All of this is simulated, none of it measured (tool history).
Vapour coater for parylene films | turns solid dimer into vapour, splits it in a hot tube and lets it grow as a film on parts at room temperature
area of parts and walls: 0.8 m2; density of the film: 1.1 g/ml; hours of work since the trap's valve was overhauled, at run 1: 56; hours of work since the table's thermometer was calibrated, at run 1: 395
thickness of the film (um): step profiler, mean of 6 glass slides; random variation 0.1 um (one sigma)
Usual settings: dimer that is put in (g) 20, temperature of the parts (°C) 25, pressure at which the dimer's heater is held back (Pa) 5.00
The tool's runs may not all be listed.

| run | day | dimer that is put in (g) | temperature of the parts (°C) | pressure at which the dimer's heater is held back (Pa) | hours of work since the trap's valve was overhauled | hours of work since the table's thermometer was calibrated | thickness of the film (um) |
|---|---|---|---|---|---|---|---|
| 1 | 0.000 | 20 | 25 | 5.00 | 56 | 395 | 12.33 |
| 2 | 1.300 | 20 | 25 | 5.00 | 78 | 416 | 12.42 |
| 3 | 3.012 | 20 | 25 | 5.00 | 105 | 444 | 12.35 |
| 4 | 4.888 | 20 | 25 | 5.00 | 136 | 475 | 12.32 |
| 5 | 6.312 | 20 | 25 | 5.00 | 159 | 498 | 12.16 |
|  | 6.450 | table's thermometer calibrated |
| 6 | 7.238 | 20 | 25 | 5.00 | 174 | 13 | 12.04 |
| 7 | 8.617 | 20 | 25 | 8.94 | 196 | 35 | 10.81 |
| 8 | 10.575 | 20 | 25 | 8.94 | 228 | 67 | 10.64 |
| 9 | 12.175 | 33 | 25 | 5.02 | 254 | 93 | 19.67 |
|  | 12.300 | table's thermometer calibrated, once more |
| 10 | 13.433 | 33 | 25 | 5.02 | 274 | 18 | 19.46 |
| 11 | 15.308 | 9 | 29 | 5.02 | 305 | 49 | 4.49 |
| 12 | 17.208 | 8 | 35 | 2.98 | 335 | 80 | 3.55 |
|  | 18.388 | trap's valve overhauled |
| 13 | 18.550 | 8 | 35 | 2.98 | 3 | 99 | 3.82 |
| 14 | 20.271 | 10 | 27 | 3.58 | 31 | 127 | 6.19 |
| 15 | 21.458 | 33 | 25 | 2.88 | 50 | 147 | 22.33 |

4 ways to go on from here, each from the tool as it stands after run 15. What would each give?
| A | 23.246 | 27 | 25 | 5.00 | 79 | 176 | ? |
| B | 23.246 | 8 | 25 | 4.95 | 79 | 176 | ? |
| C | 23.246 | 15 | 36 | 7.56 | 79 | 176 | ? |
| D | 23.246 | 33 | 23 | 7.36 | 79 | 176 | ? |

| run | thickness of the film (um) |
|---|---|
| A | 16.36 |
| B | 4.80 |
| C | 5.53 |
| D | 19.90 |
Without the tool's hidden state the same runs would have given:
| run | thickness of the film (um) |
|---|---|
| A | 16.79 |
| B | 4.92 |
| C | 5.68 |
| D | 20.43 |
